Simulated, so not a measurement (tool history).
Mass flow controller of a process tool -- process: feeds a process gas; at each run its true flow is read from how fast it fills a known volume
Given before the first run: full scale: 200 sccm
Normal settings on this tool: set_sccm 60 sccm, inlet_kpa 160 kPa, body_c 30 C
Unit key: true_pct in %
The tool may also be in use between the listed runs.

Run 1, hour 0.0: usual settings. Result: true_pct 99.17 %.
Run 2, hour 561.1: usual settings. Result: true_pct 99.44 %.
Run 3, hour 869.1: usual settings. Result: true_pct 99.42 %.
Run 4, hour 1271.2: usual settings but inlet_kpa 195 kPa. Result: true_pct 99.37 %.
Run 5, hour 1780.0: usual settings but inlet_kpa 195 kPa. Result: true_pct 99.32 %.
Run 6, hour 2200.5: usual settings but inlet_kpa 195 kPa. Result: true_pct 99.48 %.
Run 7, hour 2568.3: usual settings. Result: true_pct 99.77 %.
Run 8, hour 3107.2: usual settings. Result: true_pct 99.95 %.
Run 9, hour 3365.6: usual settings. Result: true_pct 99.87 %.
Run 10, hour 3776.4: usual settings but inlet_kpa 153 kPa. Result: true_pct 99.95 %.
Run 11, hour 4052.1: usual settings but inlet_kpa 153 kPa. Result: true_pct 100.15 %.
Run 12, hour 4465.5: usual settings but inlet_kpa 190 kPa. Result: true_pct 100.09 %.
Run 13, hour 4720.7: usual settings but inlet_kpa 190 kPa. Result: true_pct 100.07 %.
Run 14, hour 5282.0: usual settings but set_sccm 35 sccm, inlet_kpa 190 kPa. Result: true_pct 100.37 %.
Run 15, hour 5521.3: usual settings but set_sccm 35 sccm, inlet_kpa 190 kPa. Result: true_pct 100.38 %.
Run 16, hour 5783.3: usual settings but set_sccm 26 sccm. Result: true_pct 101.11 %.
Run 17, hour 6042.7: usual settings. Result: true_pct 100.44 %.
Run 18, hour 6605.4: usual settings but body_c 24 C. Result: true_pct 100.73 %.
Run 19, hour 7000.0: usual settings but body_c 24 C. Result: true_pct 100.96 %.
Run 20, hour 7571.0: usual settings but body_c 24 C. Result: true_pct 100.91 %.
Run 21, hour 8062.6: usual settings but inlet_kpa 200 kPa, body_c 36 C. Result: true_pct 100.34 %.
Run 22, hour 8613.1: usual settings but inlet_kpa 161 kPa, body_c 36 C. Result: true_pct 100.71 %.
Run 23, hour 9027.8: usual settings but set_sccm 41 sccm, inlet_kpa 174 kPa. Result: true_pct 101.38 %.
Run 24, hour 9491.7: usual settings but set_sccm 117 sccm, inlet_kpa 174 kPa, body_c 28 C. Result: true_pct 101.44 %.
Run 25, hour 9867.3: usual settings but set_sccm 58 sccm, inlet_kpa 227 kPa, body_c 27 C. Result: true_pct 100.96 %.
Run 26, hour 10112.9: usual settings but set_sccm 64 sccm, inlet_kpa 228 kPa, body_c 22 C. Result: true_pct 101.20 %.
Run 27, hour 10458.8: usual settings but set_sccm 162 sccm, inlet_kpa 140 kPa, body_c 23 C. Result: true_pct 102.49 %.
Run 28, hour 10873.9: usual settings but set_sccm 162 sccm, inlet_kpa 140 kPa, body_c 23 C. Result: true_pct 102.54 %.
Run 29, hour 11130.8: usual settings but set_sccm 143 sccm, inlet_kpa 140 kPa, body_c 23 C. Result: true_pct 102.34 %.
Run 30, hour 11371.4: usual settings but set_sccm 43 sccm, body_c 27 C. Result: true_pct 101.93 %.
Run 31, hour 11776.2: usual settings but set_sccm 191 sccm, inlet_kpa 236 kPa, body_c 36 C. Result: true_pct 102.03 %.
Run 32, hour 12284.3: usual settings but set_sccm 191 sccm, inlet_kpa 236 kPa, body_c 27 C. Result: true_pct 102.51 %.
Run 33, hour 12836.5: usual settings but set_sccm 54 sccm, inlet_kpa 273 kPa, body_c 21 C. Result: true_pct 101.66 %.
Run 34, hour 13131.9: usual settings but set_sccm 77 sccm, inlet_kpa 186 kPa, body_c 21 C. Result: true_pct 102.02 %.
Run 35, hour 13523.6: usual settings but set_sccm 98 sccm, inlet_kpa 150 kPa, body_c 21 C. Result: true_pct 102.39 %.
Run 36, hour 14066.6: usual settings but set_sccm 98 sccm, inlet_kpa 150 kPa, body_c 21 C. Result: true_pct 102.42 %.
Run 37, hour 14624.3: usual settings but set_sccm 40 sccm, inlet_kpa 150 kPa, body_c 31 C. Result: true_pct 102.68 %.

Subtracting, for every run, the result it would have given without the tool's unlogged condition from the measured result gives the following. The same run-to-run variation enters both numbers; the gauge's scatter may not:
Hidden state at play: flow at rest that the sensor doesn't see, % of full scale; true flow over the shown one, %; drift of the gauge itself on true_pct, %.
run  true_pct
  1     +1.39
  2     +1.50
  3     +1.56
  4     +1.64
  5     +1.75
  6     +1.82
  7     +1.90
  8     +2.01
  9     +2.05
 10     +2.14
 11     +2.19
 12     +2.28
 13     +2.32
 14     +3.08
 15     +3.15
 16     +3.77
 17     +2.58
 18     +2.68
 19     +2.77
 20     +2.88
 21     +2.98
 22     +3.10
 23     +3.73
 24     +2.69
 25     +3.39
 26     +3.33
 27     +2.67
 28     +2.74
 29     +2.84
 30     +4.18
 31     +2.80
 32     +2.88
 33     +4.10
 34     +3.68
 35     +3.50
 36     +3.59
 37     +5.08
